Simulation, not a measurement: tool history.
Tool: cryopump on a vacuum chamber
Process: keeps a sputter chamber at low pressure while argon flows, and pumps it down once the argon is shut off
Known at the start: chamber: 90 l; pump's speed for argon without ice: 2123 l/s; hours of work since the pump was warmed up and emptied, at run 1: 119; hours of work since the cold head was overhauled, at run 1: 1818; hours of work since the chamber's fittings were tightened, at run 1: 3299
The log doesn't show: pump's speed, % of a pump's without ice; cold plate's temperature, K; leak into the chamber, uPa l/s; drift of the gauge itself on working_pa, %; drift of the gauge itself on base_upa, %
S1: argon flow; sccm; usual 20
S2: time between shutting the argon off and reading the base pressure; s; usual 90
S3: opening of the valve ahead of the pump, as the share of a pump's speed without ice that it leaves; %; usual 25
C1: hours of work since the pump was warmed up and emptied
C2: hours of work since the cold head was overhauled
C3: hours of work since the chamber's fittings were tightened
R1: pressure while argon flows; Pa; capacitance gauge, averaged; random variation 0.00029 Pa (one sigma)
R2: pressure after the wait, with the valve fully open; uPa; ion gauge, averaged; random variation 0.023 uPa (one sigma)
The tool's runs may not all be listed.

run     day  S1  S2  S3   C1    C2    C3      R1    R2
  1       0  20  90  25  119  1818  3299  0.0647   1.8
  2   3.875  20  90  15  179  1877  3359  0.1075  1.82
  3    6.55  20  90  15  220  1919  3400  0.1076  1.78
  4   8.454  20  90  15  249  1948  3430  0.1072  1.87
  5  10.483  35  90  15  281  1979  3461  0.1885  1.87
  6  12.796  20  90  25  316  2015  3497   0.065  1.86
  7  16.108  20  90  25  367  2066  3548  0.0649  1.93
  8  19.154  20  90  25  414  2113  3595  0.0655  1.93
  9  21.196  18  90  25  446  2144  3626  0.0589  1.98
 10  24.121  18  90  25  491  2189  3671  0.0596  2.01
 11  27.354  18  90  25  541  2239  3721  0.0592  2.01
 12  30.392  20  26  25  587  2286  3768  0.0657  3.47

Forecast run 13:
     31.675  -- leaking fittings of the chamber tightened, without venting
 13  33.517  20  26  25  634  2333  28   ?   ?

Run 13 gave R1 0.066 Pa, R2 2.32 uPa.
Without the tool's hidden state the same run would have given R1 0.0637 Pa, R2 2.26 uPa.

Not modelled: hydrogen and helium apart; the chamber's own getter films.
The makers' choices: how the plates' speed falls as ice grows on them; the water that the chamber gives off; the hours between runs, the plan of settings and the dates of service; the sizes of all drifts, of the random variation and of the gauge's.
